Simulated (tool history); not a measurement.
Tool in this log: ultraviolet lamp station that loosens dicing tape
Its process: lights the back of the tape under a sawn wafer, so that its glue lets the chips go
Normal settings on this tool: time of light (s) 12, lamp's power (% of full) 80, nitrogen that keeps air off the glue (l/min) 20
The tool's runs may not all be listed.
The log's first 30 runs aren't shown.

run	hour	time of light (s)	lamp's power (% of full)	nitrogen that keeps air off the glue (l/min)	force that peels the tape off (N)	light that reached the tape (mJ/cm²)
31	270.3	8	71	18	2.775	279
32	282.1	8	65	8	4.587	251
33	291	23	65	7	1.032	729
34	300.4	23	65	7	1	710
35	309.1	17	80	36	0.309	645
36	318.9	17	92	10	0.677	734
37	328.3	12	92	20	0.788	516
38	338.1	7	86	8	4.209	284
39	348.3	17	64	7	2.015	500
40	354	17	64	7	2.068	496
41	362.9	16	75	7	1.883	544
42	372.2	12	94	26	0.667	500
43	382.1	12	62	9	3.185	329

Alternative continuations, all from the tool just after run 43; predict every row:
A	388.8	10	81	23	?	?
B	388.8	8	62	9	?	?
C	388.8	7	80	15	?	?
D	388.8	12	95	15	?	?

run	force that peels the tape off (N)	light that reached the tape (mJ/cm²)
A	1.505	359
B	4.852	221
C	3.431	252
D	1.086	507
Take away the tool's hidden state, keep each run's random variation, and the runs would have read:
run	force that peels the tape off (N)	light that reached the tape (mJ/cm²)
A	0.78	491
B	3.57	302
C	2.251	344
D	0.53	693
